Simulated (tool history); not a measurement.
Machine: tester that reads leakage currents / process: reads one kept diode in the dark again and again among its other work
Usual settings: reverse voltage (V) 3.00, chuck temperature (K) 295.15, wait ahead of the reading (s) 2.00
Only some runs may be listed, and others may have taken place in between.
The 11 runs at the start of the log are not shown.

run    hour  reverse voltage (V)  chuck temperature (K)  wait ahead of the reading (s)  current that the tester gives (pA)
 12  1250.4                 3.00                 295.15                           2.00                               27.93
 13  1339.0                 3.00                 295.15                           2.00                               27.97
 14  1497.6                 3.00                 327.15                           2.00                              338.76
 15  1640.4                 3.00                 327.15                           2.00                              338.05
 16  1760.6                 3.00                 327.15                           2.00                              335.58
 17  1881.9                 3.00                 295.15                           2.00                               27.99
 18  1962.4                 3.00                 295.15                           7.42                               27.52
 19  2096.2                 3.00                 295.15                           7.42                               27.64
 20  2184.9                18.01                 295.15                           8.37                               77.13
     2291.1  -- chuck's temperature calibrated
 21  2291.1                18.01                 325.15                           1.53                              593.08
 22  2423.4                 3.00                 297.15                           3.49                               30.58
 23  2565.3                16.01                 306.15                           2.19                              142.85
 24  2662.0                 3.00                 301.15                           2.00                               41.79
 25  2819.9                 5.70                 299.15                           2.97                               50.03
     2832.4  -- chuck's temperature calibrated, once more
 26  2926.9                 5.70                 299.15                           2.97                               63.71

Expected results for the next run?
 27  3079.2                 1.58                 317.15                           0.43                                   ?

current that the tester gives (pA): 140.96
Take away the tool's hidden state, keep the run-to-run variation as it was, and the same run would have given current that the tester gives (pA) 138.31.
